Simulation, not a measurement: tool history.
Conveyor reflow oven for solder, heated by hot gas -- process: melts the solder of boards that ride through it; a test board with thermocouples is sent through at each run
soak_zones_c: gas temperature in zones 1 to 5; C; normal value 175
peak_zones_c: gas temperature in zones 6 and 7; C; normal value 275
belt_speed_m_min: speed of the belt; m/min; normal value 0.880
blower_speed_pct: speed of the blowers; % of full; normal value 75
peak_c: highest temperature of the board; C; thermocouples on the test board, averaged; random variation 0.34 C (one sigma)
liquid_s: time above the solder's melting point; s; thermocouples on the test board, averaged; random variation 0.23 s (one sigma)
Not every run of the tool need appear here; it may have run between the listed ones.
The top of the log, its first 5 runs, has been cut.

run,day,soak_zones_c,peak_zones_c,belt_speed_m_min,blower_speed_pct,hours of work since the flux was cleaned out,hours of work since the belt drive was overhauled,hours of work since the thermocouples were changed,peak_c,liquid_s
6,15.483,175,275,0.880,75,143,576,319,259.3,44.8
7,17.688,175,275,0.880,75,175,609,352,258.6,44.4
8,21.254,175,275,0.880,75,228,661,405,258.5,44.3
9,24.500,175,275,0.880,75,276,709,453,257.9,44.2
10,27.854,175,275,0.880,75,326,759,502,258.0,43.8
11,30.621,175,275,0.880,53,367,800,543,250.7,39.1
12,32.633,175,275,0.880,53,396,829,573,251.1,39.1
13,34.708,175,275,0.880,53,427,860,603,250.2,39.5
# day 36.871: flux residue cleaned out of gas plates and filters
14,38.558,175,275,0.880,75,25,914,657,261.2,45.6
15,42.388,175,275,0.880,75,81,970,714,260.4,45.7
16,45.179,161,263,0.880,80,123,1011,755,248.8,37.4
# day 46.096: belt drive overhauled, speed set with a stopwatch
17,49.142,174,263,0.949,80,179,45,811,247.2,35.2
18,52.179,178,265,0.963,52,224,90,856,239.9,29.1
19,55.033,175,275,0.880,84,266,132,898,261.3,45.0
20,59.125,175,269,0.880,84,326,192,959,254.8,42.6
21,61.821,171,269,0.880,84,366,232,998,254.6,41.4
22,64.525,171,269,0.880,84,406,272,1038,254.1,40.8
# day 68.138: flux residue cleaned out of gas plates and filters
23,68.138,171,269,0.880,84,0,323,1089,258.1,43.1
24,70.954,175,287,0.880,77,42,364,1130,272.7,49.1
25,74.875,171,275,0.958,75,99,422,1188,256.8,38.9
26,78.729,171,275,0.958,75,156,479,1245,256.1,38.4
# day 79.404: thermocouples of zones 6 and 7 changed
27,80.892,171,275,0.958,75,187,510,22,254.2,37.6
28,83.850,186,274,0.709,80,231,553,66,264.9,62.6
29,87.708,186,274,1.004,83,288,610,123,256.0,39.9
30,90.179,175,286,0.907,58,324,647,159,260.5,42.6

Consider 4 possible next runs. They are alternatives, not a sequence: every one starts from the tool as it was left by run 30. What does each give?
A,93.112,175,286,0.907,70,368,690,202,?,?
B,93.112,177,275,0.880,55,368,690,202,?,?
C,93.112,182,286,0.763,63,368,690,202,?,?
D,93.112,162,286,0.907,58,368,690,202,?,?

run,peak_c,liquid_s
A,264.3,45.2
B,252.0,40.1
C,270.0,58.6
D,256.6,38.2
What these runs would have given with no unlogged condition in the tool:
run,peak_c,liquid_s
A,266.8,46.0
B,253.9,41.2
C,271.7,58.7
D,259.2,39.4
